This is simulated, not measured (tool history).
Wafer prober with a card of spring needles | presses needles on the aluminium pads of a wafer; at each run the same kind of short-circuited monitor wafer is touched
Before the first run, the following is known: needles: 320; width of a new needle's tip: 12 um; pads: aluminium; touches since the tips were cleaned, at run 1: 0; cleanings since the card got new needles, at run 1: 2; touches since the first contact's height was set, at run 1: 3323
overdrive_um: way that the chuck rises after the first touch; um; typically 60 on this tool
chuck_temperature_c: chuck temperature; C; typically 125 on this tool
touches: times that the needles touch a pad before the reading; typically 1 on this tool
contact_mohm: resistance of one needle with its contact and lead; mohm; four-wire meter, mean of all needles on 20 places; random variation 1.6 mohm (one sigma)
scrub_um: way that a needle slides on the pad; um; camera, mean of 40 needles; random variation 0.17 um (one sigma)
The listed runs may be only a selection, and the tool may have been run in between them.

run     day  overdrive_um  chuck_temperature_c  touches  touches since the tips were cleaned  cleanings since the card got new needles  touches since the first contact's height was set  contact_mohm  scrub_um
  1   0.000            60                  125        1                                    0                                         2                                              3323           209     16.72
      0.188  -- tips cleaned on abrasive film
      0.425  -- tips cleaned on abrasive film
      0.662  -- tips cleaned on abrasive film
      0.896  -- tips cleaned on abrasive film
      1.083  -- tips cleaned on abrasive film
      1.321  -- tips cleaned on abrasive film
  2   1.354            60                  125        2                                  278                                         8                                             14451           210     16.08
      1.542  -- tips cleaned on abrasive film
      1.733  -- tips cleaned on abrasive film
      1.921  -- tips cleaned on abrasive film
  3   2.000            60                  125        2                                  642                                        11                                             19744           212     16.50
      2.142  -- tips cleaned on abrasive film
      2.333  -- tips cleaned on abrasive film
      2.521  -- tips cleaned on abrasive film
      2.754  -- tips cleaned on abrasive film
      2.946  -- tips cleaned on abrasive film
      3.133  -- tips cleaned on abrasive film
  4   3.296            60                   84        1                                 1343                                        17                                             30387           207     16.51
      3.346  -- tips cleaned on abrasive film
      3.533  -- tips cleaned on abrasive film
      3.725  -- tips cleaned on abrasive film
      3.912  -- tips cleaned on abrasive film
      4.104  -- tips cleaned on abrasive film
  5   4.271            60                   84        1                                 1423                                        22                                             38397           205     16.29
      4.325  -- tips cleaned on abrasive film
      4.512  -- tips cleaned on abrasive film
      4.750  -- tips cleaned on abrasive film
      4.938  -- tips cleaned on abrasive film
      5.175  -- tips cleaned on abrasive film
      5.408  -- tips cleaned on abrasive film
      5.596  -- tips cleaned on abrasive film
  6   5.633            60                   34        1                                  293                                        29                                             49539           190     16.34
      5.821  -- tips cleaned on abrasive film, once more
      6.012  -- tips cleaned on abrasive film
      6.200  -- tips cleaned on abrasive film
      6.438  -- tips cleaned on abrasive film
  7   6.475            44                   34        1                                  336                                        33                                             56464           194     11.32
      6.667  -- tips cleaned on abrasive film
      6.854  -- tips cleaned on abrasive film
      7.046  -- tips cleaned on abrasive film
      7.233  -- tips cleaned on abrasive film
  8   7.308            44                   34        2                                  622                                        37                                             63286           194     11.14
      7.450  -- tips cleaned on abrasive film
      7.642  -- tips cleaned on abrasive film
      7.875  -- tips cleaned on abrasive film
      8.067  -- tips cleaned on abrasive film
      8.300  -- tips cleaned on abrasive film
      8.492  -- tips cleaned on abrasive film
  9   8.538            60                  125        1                                  396                                        43                                             73368           209     15.93
      8.683  -- tips cleaned on abrasive film
      8.921  -- tips cleaned on abrasive film
      9.108  -- tips cleaned on abrasive film
      9.300  -- tips cleaned on abrasive film
 10   9.300            44                   45        1                                    6                                        47                                             79601           194     11.39
      9.488  -- tips cleaned on abrasive film
      9.679  -- tips cleaned on abrasive film
      9.912  -- tips cleaned on abrasive film
     10.150  -- tips cleaned on abrasive film
     10.383  -- tips cleaned on abrasive film
 11  10.388            60                  125        2                                   18                                        52                                             88532           209     15.78
     10.575  -- tips cleaned on abrasive film
     10.762  -- tips cleaned on abrasive film
     10.954  -- tips cleaned on abrasive film
     11.142  -- tips cleaned on abrasive film
     11.379  -- tips cleaned on abrasive film
 12  11.538            40                   50        1                                 1330                                        57                                             97995           212      9.76
     11.588  -- tips cleaned on abrasive film
     11.779  -- tips cleaned on abrasive film
     12.012  -- tips cleaned on abrasive film
     12.250  -- tips cleaned on abrasive film
     12.438  -- tips cleaned on abrasive film
     12.629  -- tips cleaned on abrasive film
     12.817  -- tips cleaned on abrasive film
 13  12.850            56                   40        3                                  273                                        64                                            108731           192     14.08
     13.038  -- tips cleaned on abrasive film
     13.229  -- tips cleaned on abrasive film
     13.417  -- tips cleaned on abrasive film
     13.654  -- tips cleaned on abrasive film
 14  13.667            56                   37        1                                  118                                        68                                            115438           191     14.07
     13.854  -- tips cleaned on abrasive film
     14.046  -- tips cleaned on abrasive film
     14.233  -- tips cleaned on abrasive film
     14.425  -- tips cleaned on abrasive film
     14.658  -- tips cleaned on abrasive film
     14.896  -- tips cleaned on abrasive film
     15.083  -- tips cleaned on abrasive film
 15  15.146            41                   72        1                                  503                                        75                                            127566           209      9.75
     15.288  -- tips cleaned on abrasive film
     15.475  -- tips cleaned on abrasive film
     15.667  -- tips cleaned on abrasive film
     15.854  -- tips cleaned on abrasive film
     16.092  -- tips cleaned on abrasive film
     16.279  -- tips cleaned on abrasive film
 16  16.392            53                  122        3                                  940                                        81                                            137806           210     12.90
     16.488  -- tips cleaned on abrasive film
     16.679  -- tips cleaned on abrasive film
     16.867  -- tips cleaned on abrasive film
     17.058  -- tips cleaned on abrasive film
 17  17.058            44                   33        1                                   14                                        85                                            143243           194     10.30

Alternative continuations, all from the tool just after run 17; predict every row:
     17.246  -- tips cleaned on abrasive film
     17.438  -- tips cleaned on abrasive film
     17.625  -- tips cleaned on abrasive film
     17.817  -- tips cleaned on abrasive film
  A  17.971            52                   33        1                                 1289                                        89                                            150723             ?         ?
     17.246  -- tips cleaned on abrasive film
     17.438  -- tips cleaned on abrasive film
     17.625  -- tips cleaned on abrasive film
     17.817  -- tips cleaned on abrasive film
  B  17.971            63                   70        2                                 1289                                        89                                            150723             ?         ?
     17.246  -- tips cleaned on abrasive film
     17.438  -- tips cleaned on abrasive film
     17.625  -- tips cleaned on abrasive film
     17.817  -- tips cleaned on abrasive film
  C  17.971            65                  109        1                                 1289                                        89                                            150723             ?         ?

run  contact_mohm  scrub_um
  A           203     12.45
  B           202     15.72
  C           208     16.08
Take away the tool's hidden state, keep each run's random variation, and the runs would have read:
run  contact_mohm  scrub_um
  A           188     14.46
  B           197     17.73
  C           201     18.07
